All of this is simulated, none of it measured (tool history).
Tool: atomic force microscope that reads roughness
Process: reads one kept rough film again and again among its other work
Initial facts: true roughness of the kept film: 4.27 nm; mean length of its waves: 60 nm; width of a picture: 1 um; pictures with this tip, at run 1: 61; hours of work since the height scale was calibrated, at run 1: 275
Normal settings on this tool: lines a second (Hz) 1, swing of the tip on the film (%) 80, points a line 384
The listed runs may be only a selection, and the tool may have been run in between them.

run,hour,lines a second (Hz),swing of the tip on the film (%),points a line,pictures with this tip,hours of work since the height scale was calibrated,roughness of the kept film (nm (root mean square))
1,0,1,80,384,61,275,3.36
# hour 3.3: new tip fitted
2,13.6,1,80,384,9,282,3.68
3,22.7,1,80,384,17,287,3.613
4,37,1,80,287,29,295,3.535
5,50.5,1,80,384,41,303,3.464
6,64.5,1,80,384,53,311,3.378
7,74.2,1,80,384,61,316,3.364
# hour 77.2: new tip fitted
8,82.8,1,80,384,5,320,3.706
9,97.6,1,80,838,17,329,3.646
10,106.4,3.6,80,384,25,334,2.863
11,117.8,0.68,81,271,35,340,3.584
12,128.6,2.82,81,269,44,346,2.926
13,136.6,1,64,425,51,351,3.624
14,147.2,1.45,64,657,60,357,3.503
# hour 151.6: new tip fitted
15,160.9,1.45,64,388,8,364,3.839

Estimate the outcome of run 16 from the log above:
16,169.5,0.83,64,388,16,369,?

Logged for run 16: roughness of the kept film (nm (root mean square)) 3.864.
Minus the tool's unlogged condition, the same run would have read roughness of the kept film (nm (root mean square)) 3.982.
